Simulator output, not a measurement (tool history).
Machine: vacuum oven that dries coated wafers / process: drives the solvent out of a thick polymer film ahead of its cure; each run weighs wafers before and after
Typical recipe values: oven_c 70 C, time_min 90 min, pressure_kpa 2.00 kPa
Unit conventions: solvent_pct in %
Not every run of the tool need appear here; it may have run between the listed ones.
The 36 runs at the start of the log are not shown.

| run | hour | oven_c | time_min | pressure_kpa | solvent_pct |
|---|---|---|---|---|---|
|  | 943.0 | vacuum gauge cleaned of residue and calibrated, once more |
| 37 | 965.0 | 61 | 144 | 2.00 | 3.84 |
| 38 | 993.2 | 66 | 98 | 2.00 | 3.80 |
| 39 | 1018.3 | 84 | 155 | 2.00 | 0.89 |
| 40 | 1044.1 | 72 | 127 | 6.07 | 4.81 |
| 41 | 1063.1 | 72 | 47 | 6.07 | 7.44 |
| 42 | 1087.4 | 80 | 124 | 6.07 | 3.25 |
| 43 | 1118.8 | 80 | 124 | 6.07 | 3.17 |
| 44 | 1137.4 | 80 | 124 | 6.07 | 3.27 |
| 45 | 1173.8 | 76 | 90 | 1.21 | 1.66 |
| 46 | 1206.9 | 76 | 90 | 1.21 | 1.64 |
| 47 | 1228.0 | 70 | 90 | 1.25 | 2.74 |

4 ways to go on from here, each from the tool as it stands after run 47. What would each give?
| A | 1256.7 | 78 | 90 | 2.00 | ? |
| B | 1256.7 | 70 | 90 | 4.37 | ? |
| C | 1256.7 | 79 | 90 | 6.11 | ? |
| D | 1256.7 | 70 | 57 | 2.00 | ? |

| run | solvent_pct |
|---|---|
| A | 1.83 |
| B | 4.91 |
| C | 3.72 |
| D | 5.03 |
Had the tool no hidden state, the same runs would have come out as:
| run | solvent_pct |
|---|---|
| A | 1.69 |
| B | 4.67 |
| C | 3.54 |
| D | 4.80 |
